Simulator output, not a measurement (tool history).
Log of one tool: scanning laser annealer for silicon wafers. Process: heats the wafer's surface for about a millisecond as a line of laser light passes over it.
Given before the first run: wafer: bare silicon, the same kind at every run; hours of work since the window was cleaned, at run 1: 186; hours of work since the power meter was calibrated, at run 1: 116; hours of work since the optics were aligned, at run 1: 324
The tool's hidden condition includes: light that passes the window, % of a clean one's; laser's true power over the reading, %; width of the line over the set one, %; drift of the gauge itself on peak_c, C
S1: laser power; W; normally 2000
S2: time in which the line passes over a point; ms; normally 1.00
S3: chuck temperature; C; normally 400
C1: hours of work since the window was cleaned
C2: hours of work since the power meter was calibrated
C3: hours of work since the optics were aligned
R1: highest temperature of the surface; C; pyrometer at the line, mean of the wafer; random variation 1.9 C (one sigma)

| run | hour | S1 | S2 | S3 | C1 | C2 | C3 | R1 |
|---|---|---|---|---|---|---|---|---|
| 1 | 0.0 | 2000 | 1.00 | 400 | 186 | 116 | 324 | 1222 |
| 2 | 14.8 | 2000 | 1.00 | 402 | 192 | 123 | 331 | 1220 |
| 3 | 23.2 | 2000 | 1.00 | 402 | 196 | 127 | 335 | 1224 |
| 4 | 30.5 | 2000 | 1.00 | 402 | 199 | 130 | 338 | 1222 |
| 5 | 37.2 | 2000 | 1.00 | 402 | 202 | 133 | 341 | 1224 |
| 6 | 53.2 | 2000 | 1.00 | 402 | 210 | 140 | 348 | 1224 |
| 7 | 65.9 | 2000 | 1.00 | 402 | 215 | 146 | 354 | 1221 |
| 8 | 81.4 | 2000 | 1.00 | 439 | 222 | 153 | 361 | 1255 |
| 9 | 91.5 | 2000 | 1.00 | 439 | 227 | 157 | 365 | 1260 |
| 10 | 107.4 | 2000 | 1.00 | 400 | 234 | 164 | 373 | 1218 |
| 11 | 118.0 | 2000 | 1.00 | 400 | 239 | 169 | 377 | 1212 |
| 12 | 129.0 | 2000 | 1.00 | 400 | 244 | 174 | 382 | 1217 |
| 13 | 141.8 | 2169 | 1.00 | 363 | 249 | 180 | 388 | 1267 |
| 14 | 155.3 | 2169 | 1.00 | 363 | 255 | 186 | 394 | 1267 |
| 15 | 165.3 | 1714 | 1.00 | 402 | 260 | 190 | 399 | 1071 |
| 16 | 175.3 | 1714 | 1.00 | 402 | 264 | 195 | 403 | 1071 |
| 17 | 187.4 | 1704 | 1.18 | 362 | 270 | 200 | 408 | 1078 |
| 18 | 199.4 | 1874 | 0.88 | 400 | 275 | 206 | 414 | 1106 |
| 19 | 215.0 | 2000 | 0.88 | 411 | 282 | 213 | 421 | 1181 |
| 20 | 223.1 | 1934 | 1.12 | 384 | 286 | 216 | 424 | 1206 |
| 21 | 235.3 | 2179 | 0.95 | 381 | 291 | 222 | 430 | 1265 |
| 22 | 244.6 | 2179 | 0.95 | 381 | 295 | 226 | 434 | 1263 |
| 23 | 260.8 | 2179 | 0.95 | 381 | 303 | 233 | 441 | 1263 |

Some steps in R1 between neighbouring runs. How much of each would the tool show without its hidden state too (settings, what came in, random variation), and how much is left for the hidden state, with any gauge scatter that isn't in both results?
Run 12 -> 13: S1 2000 -> 2169, S3 400 -> 363. R1 +50 C: hidden state -3, all else +53.
Run 14 -> 15: S1 2169 -> 1714, S3 363 -> 402. R1 -196 C: hidden state +7, all else -203.
Run 18 -> 19: S1 1874 -> 2000, S3 400 -> 411. R1 +75 C: hidden state -2, all else +77.
